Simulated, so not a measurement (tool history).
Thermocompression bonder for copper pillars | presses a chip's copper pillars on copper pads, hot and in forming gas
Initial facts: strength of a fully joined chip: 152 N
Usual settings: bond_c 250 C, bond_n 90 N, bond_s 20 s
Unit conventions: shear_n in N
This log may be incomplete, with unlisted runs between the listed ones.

Run 1, hour 0: usual settings. Result: shear_n 96.7 N.
At hour 15.5: forming gas filter changed.
Run 2, hour 26.5: usual settings. Result: shear_n 101.6 N.
Run 3, hour 65.1: usual settings. Result: shear_n 101.6 N.
Run 4, hour 93.3: usual settings. Result: shear_n 102 N.
Run 5, hour 113.8: usual settings but bond_n 97 N. Result: shear_n 105.1 N.
Run 6, hour 145.1: usual settings but bond_n 97 N. Result: shear_n 104 N.
Run 7, hour 186.3: usual settings but bond_n 97 N. Result: shear_n 103.3 N.
Run 8, hour 226: usual settings but bond_c 276 C. Result: shear_n 126.1 N.
Run 9, hour 244.6: usual settings but bond_c 276 C, bond_s 52 s. Result: shear_n 140.3 N.
Run 10, hour 267: usual settings but bond_c 276 C, bond_s 30 s. Result: shear_n 133.9 N.
Run 11, hour 304: usual settings but bond_c 276 C, bond_s 30 s. Result: shear_n 133.1 N.
Run 12, hour 322.6: usual settings but bond_c 276 C, bond_s 30 s. Result: shear_n 132.3 N.
Run 13, hour 346: usual settings but bond_c 262 C. Result: shear_n 113.6 N.
Run 14, hour 368.1: usual settings but bond_c 262 C. Result: shear_n 111.7 N.
Run 15, hour 392.3: usual settings but bond_c 262 C. Result: shear_n 113.5 N.
Run 16, hour 415.1: usual settings but bond_c 273 C, bond_n 80 N, bond_s 53 s. Result: shear_n 135.8 N.
Run 17, hour 443.4: usual settings but bond_c 273 C, bond_n 103 N, bond_s 35 s. Result: shear_n 135 N.
At hour 476.7: forming gas filter changed.
Run 18, hour 480.9: usual settings but bond_c 273 C, bond_n 103 N, bond_s 35 s. Result: shear_n 141.4 N.
Run 19, hour 514.3: usual settings but bond_c 273 C, bond_n 103 N, bond_s 35 s. Result: shear_n 141.3 N.
Run 20, hour 547.6: usual settings but bond_c 273 C, bond_n 103 N, bond_s 35 s. Result: shear_n 141 N.
Run 21, hour 580.5: usual settings but bond_c 273 C, bond_n 103 N, bond_s 35 s. Result: shear_n 140.3 N.
Run 22, hour 602: usual settings but bond_c 273 C, bond_n 111 N, bond_s 12 s. Result: shear_n 122.5 N.
Run 23, hour 631.3: usual settings but bond_c 257 C, bond_n 68 N. Result: shear_n 99.8 N.
Run 24, hour 668.2: usual settings but bond_c 257 C, bond_n 68 N. Result: shear_n 99 N.
Run 25, hour 691.8: usual settings but bond_c 257 C, bond_n 61 N. Result: shear_n 95.6 N.
Run 26, hour 709.4: usual settings but bond_c 255 C, bond_s 21 s. Result: shear_n 108.9 N.

Each row is a separate what-if for the run after 26, all from the same tool condition, not one after another. Results?
Run A, hour 728.8: usual settings but bond_c 239 C, bond_n 70 N, bond_s 37 s. Result: shear_n ?.
Run B, hour 728.8: usual settings but bond_c 279 C, bond_n 120 N, bond_s 14 s. Result: shear_n ?.
Run C, hour 728.8: usual settings but bond_c 272 C, bond_n 133 N, bond_s 55 s. Result: shear_n ?.

run  shear_n
  A     95.3
  B    130.8
  C    145.3
Without the tool's unlogged condition, the same runs would have read:
run  shear_n
  A     88.1
  B    128.2
  C    147.4
